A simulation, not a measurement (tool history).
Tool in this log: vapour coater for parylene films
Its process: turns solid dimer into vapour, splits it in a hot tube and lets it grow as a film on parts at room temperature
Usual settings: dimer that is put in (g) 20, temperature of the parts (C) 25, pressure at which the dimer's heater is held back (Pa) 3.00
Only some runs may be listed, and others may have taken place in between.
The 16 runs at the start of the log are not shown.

run     day  dimer that is put in (g)  temperature of the parts (C)  pressure at which the dimer's heater is held back (Pa)  thickness of the film (um)
 17   9.333                        10                            25                                                    2.10                        3.33
 18   9.912                        16                            32                                                    2.10                        4.71
 19  10.571                        16                            32                                                    2.10                        4.74
 20  10.900                        16                            32                                                    2.10                        4.70
 21  11.650                        16                            32                                                    2.10                        4.70
 22  11.967                        11                            28                                                    2.10                        3.45
 23  12.571                        11                            28                                                    2.10                        3.51
     12.958  -- trap's valve overhauled
 24  13.392                         9                            18                                                    5.57                        2.93
 25  13.762                        16                            24                                                    4.52                        4.75
 26  14.529                        32                            25                                                   11.19                        8.09
 27  15.108                        32                            20                                                    3.39                       10.85
 28  15.754                        17                            34                                                    2.83                        4.56
 29  16.067                        17                            34                                                    2.83                        4.59
 30  16.579                        30                            25                                                    3.22                        9.38

Each row is a separate what-if for the run after 30, all from the same tool condition, not one after another. Results?
  A  17.021                        13                            36                                                    8.47                           ?
  B  17.021                        27                            26                                                    3.22                           ?
  C  17.021                        20                            25                                                    4.85                           ?
  D  17.021                        30                            25                                                    6.02                           ?

run  thickness of the film (um)
  A                        2.79
  B                        8.23
  C                        5.78
  D                        8.42
With the hidden condition removed and each run's random variation left untouched, the same runs would have given:
run  thickness of the film (um)
  A                        2.85
  B                        8.42
  C                        5.91
  D                        8.60
